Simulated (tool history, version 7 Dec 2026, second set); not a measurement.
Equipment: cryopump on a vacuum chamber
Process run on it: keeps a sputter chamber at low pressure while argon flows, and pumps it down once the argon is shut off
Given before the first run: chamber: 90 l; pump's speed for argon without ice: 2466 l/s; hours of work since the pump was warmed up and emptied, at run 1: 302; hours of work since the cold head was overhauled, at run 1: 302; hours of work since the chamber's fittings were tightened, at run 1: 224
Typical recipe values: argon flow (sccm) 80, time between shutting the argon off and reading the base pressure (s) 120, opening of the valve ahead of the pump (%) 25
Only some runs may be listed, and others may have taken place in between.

run   hour  argon flow (sccm)  time between shutting the argon off and reading the base pressure (s)  opening of the valve ahead of the pump (%)  hours of work since the pump was warmed up and emptied  hours of work since the cold head was overhauled  hours of work since the chamber's fittings were tightened  pressure while argon flows (Pa)  pressure after the wait (uPa)
  1    0.0                 80                                                                    120                                          25                                                     302                                               302                                                        224                           0.2224                           0.72
  2   14.1                 80                                                                    120                                          25                                                     309                                               309                                                        231                           0.2228                           0.69
  3   30.2                 80                                                                    120                                          25                                                     317                                               317                                                        239                           0.2210                           0.69
  4   47.8                 80                                                                    120                                          25                                                     326                                               326                                                        248                           0.2231                           0.71
  5   66.1                 80                                                                    120                                          25                                                     335                                               335                                                        258                           0.2233                           0.68
  6   73.7                 80                                                                    120                                          25                                                     339                                               339                                                        261                           0.2232                           0.70
  7   81.4                 80                                                                    120                                          25                                                     343                                               343                                                        265                           0.2221                           0.67
  8   99.6                 80                                                                    120                                          25                                                     352                                               352                                                        275                           0.2233                           0.70
  9  108.0                101                                                                    120                                          25                                                     356                                               356                                                        279                           0.2812                           0.70
 10  119.6                101                                                                    120                                          25                                                     362                                               362                                                        285                           0.2834                           0.73
 11  134.0                 65                                                                    120                                          25                                                     370                                               370                                                        292                           0.1796                           0.66
 12  149.0                 65                                                                    120                                          25                                                     377                                               377                                                        300                           0.1818                           0.72
 13  157.1                 65                                                                    120                                          25                                                     381                                               381                                                        304                           0.1822                           0.73
 14  171.3                 80                                                                    120                                          25                                                     388                                               388                                                        311                           0.2245                           0.67
 15  184.4                 80                                                                    237                                          25                                                     395                                               395                                                        318                           0.2246                           0.49
 16  198.9                 80                                                                     48                                          25                                                     402                                               402                                                        325                           0.2239                           1.49
 17  208.3                 80                                                                     48                                          25                                                     407                                               407                                                        330                           0.2229                           1.38
 18  217.4                 80                                                                    203                                          25                                                     412                                               412                                                        334                           0.2222                           0.54
 19  228.6                 62                                                                    120                                          30                                                     418                                               418                                                        340                           0.1455                           0.70
 20  236.0                 80                                                                    161                                          25                                                     421                                               421                                                        344                           0.2235                           0.59
 21  247.5                 78                                                                     40                                          18                                                     427                                               427                                                        350                           0.3014                           1.60

Expected results for the next run?
 22  265.4                 78                                                                     40                                          32                                                     436                                               436                                                        359                                ?                              ?

Logged for run 22: pressure while argon flows (Pa) 0.1702, pressure after the wait (uPa) 1.63.
On a tool with no hidden condition, and with the same random variation, this run would have come out at pressure while argon flows (Pa) 0.1659, pressure after the wait (uPa) 1.47.

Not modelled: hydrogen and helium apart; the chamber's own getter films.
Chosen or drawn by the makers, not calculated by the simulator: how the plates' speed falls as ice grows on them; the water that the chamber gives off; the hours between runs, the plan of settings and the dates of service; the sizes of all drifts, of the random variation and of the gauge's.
